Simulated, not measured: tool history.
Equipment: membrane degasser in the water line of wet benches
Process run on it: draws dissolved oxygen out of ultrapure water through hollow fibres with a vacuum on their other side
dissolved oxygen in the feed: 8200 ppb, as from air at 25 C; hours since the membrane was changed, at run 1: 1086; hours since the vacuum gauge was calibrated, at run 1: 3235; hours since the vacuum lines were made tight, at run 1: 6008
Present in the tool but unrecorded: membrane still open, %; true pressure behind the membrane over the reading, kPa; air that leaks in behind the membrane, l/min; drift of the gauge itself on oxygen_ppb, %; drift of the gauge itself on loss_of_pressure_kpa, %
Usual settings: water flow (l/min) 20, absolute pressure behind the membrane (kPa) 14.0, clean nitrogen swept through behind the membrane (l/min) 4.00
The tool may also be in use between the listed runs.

run	hour	water flow (l/min)	absolute pressure behind the membrane (kPa)	clean nitrogen swept through behind the membrane (l/min)	hours since the membrane was changed	hours since the vacuum gauge was calibrated	hours since the vacuum lines were made tight	dissolved oxygen in the water behind the degasser (ppb)	pressure that the water loses in the fibres (kPa)
1	0.0	20	14.0	4.00	1086	3235	6008	156.7	47.10
2	47.3	20	14.0	4.00	1133	3282	6055	154.5	46.79
3	104.2	20	14.0	4.00	1190	3339	6112	156.0	46.73
4	149.6	20	14.0	4.00	1236	3384	6158	157.9	47.35
5	210.3	20	14.0	4.00	1296	3445	6218	156.1	47.14
6	244.1	20	30.5	4.00	1330	3479	6252	354.6	47.09
7	278.8	20	14.0	4.00	1365	3513	6287	154.8	46.86
8	335.4	20	14.0	4.00	1422	3570	6343	158.4	47.34
9	375.6	20	14.0	4.00	1462	3610	6383	150.6	47.33
10	415.4	20	8.5	5.16	1502	3650	6423	73.3	47.19
11	456.5	26	14.0	2.35	1543	3691	6464	321.9	60.95
12	506.4	20	20.3	3.15	1593	3741	6514	282.1	46.85
13	564.1	17	14.9	4.00	1650	3799	6572	139.1	40.22

Below are 5 alternative next runs, each starting from the tool's condition after run 13. Predict each:
A	589.9	20	14.0	3.97	1676	3825	6598	?	?
B	589.9	25	17.4	4.00	1676	3825	6598	?	?
C	589.9	25	14.0	4.61	1676	3825	6598	?	?
D	589.9	30	24.8	4.00	1676	3825	6598	?	?
E	589.9	18	14.9	4.36	1676	3825	6598	?	?

run	dissolved oxygen in the water behind the degasser (ppb)	pressure that the water loses in the fibres (kPa)
A	155.4	47.47
B	256.8	59.02
C	184.4	58.76
D	446.4	70.96
E	137.7	42.41
With no hidden state in the tool, these same runs would have given:
run	dissolved oxygen in the water behind the degasser (ppb)	pressure that the water loses in the fibres (kPa)
A	148.1	46.85
B	246.8	58.24
C	176.5	57.98
D	432.4	70.03
E	130.7	41.84
